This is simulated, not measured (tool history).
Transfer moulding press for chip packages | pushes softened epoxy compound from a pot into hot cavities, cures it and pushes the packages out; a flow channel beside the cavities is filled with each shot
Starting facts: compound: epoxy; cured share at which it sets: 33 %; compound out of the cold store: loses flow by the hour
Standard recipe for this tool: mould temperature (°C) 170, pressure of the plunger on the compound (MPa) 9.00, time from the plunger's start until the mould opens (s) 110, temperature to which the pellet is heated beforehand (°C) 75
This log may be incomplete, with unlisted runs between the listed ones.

| run | day | mould temperature (°C) | pressure of the plunger on the compound (MPa) | time from the plunger's start until the mould opens (s) | temperature to which the pellet is heated beforehand (°C) | incoming compound's hours out of the cold store | length that the compound runs in the flow channel (mm) | greatest force on the pins that push the packages out (N) |
|---|---|---|---|---|---|---|---|---|
| 1 | 0.000 | 170 | 9.00 | 110 | 75 | 8.5 | 1050 | 218 |
| 2 | 0.838 | 170 | 9.00 | 110 | 75 | 39.5 | 952 | 194 |
| 3 | 1.454 | 165 | 9.00 | 110 | 75 | 28.3 | 1019 | 314 |
| 4 | 2.058 | 165 | 9.00 | 110 | 75 | 19.0 | 1054 | 315 |
| 5 | 2.712 | 169 | 9.00 | 110 | 75 | 40.5 | 951 | 219 |
| 6 | 3.596 | 170 | 9.00 | 91 | 82 | 37.6 | 949 | 310 |
| 7 | 4.267 | 170 | 9.00 | 91 | 82 | 40.9 | 941 | 317 |
| 8 | 5.058 | 177 | 9.00 | 110 | 85 | 28.2 | 948 | 164 |
| 9 | 5.500 | 165 | 9.00 | 110 | 75 | 47.2 | 954 | 297 |
| 10 | 6.075 | 168 | 7.67 | 121 | 71 | 14.9 | 966 | 199 |

Between the runs listed above, the log contained 1 entry, not reproduced here. Where in the sequence does each belong, and how does what the log doesn't record of the tool's condition differ from the listed run before to the listed run after?
After run 3, before run 4: cavities cleaned with cleaning compound and waxed (day 1.662)
  true mould temperature over the reading, C: 0 -> 0.01; grip of the stained cavities, % over clean ones': 0.7 -> 0.1

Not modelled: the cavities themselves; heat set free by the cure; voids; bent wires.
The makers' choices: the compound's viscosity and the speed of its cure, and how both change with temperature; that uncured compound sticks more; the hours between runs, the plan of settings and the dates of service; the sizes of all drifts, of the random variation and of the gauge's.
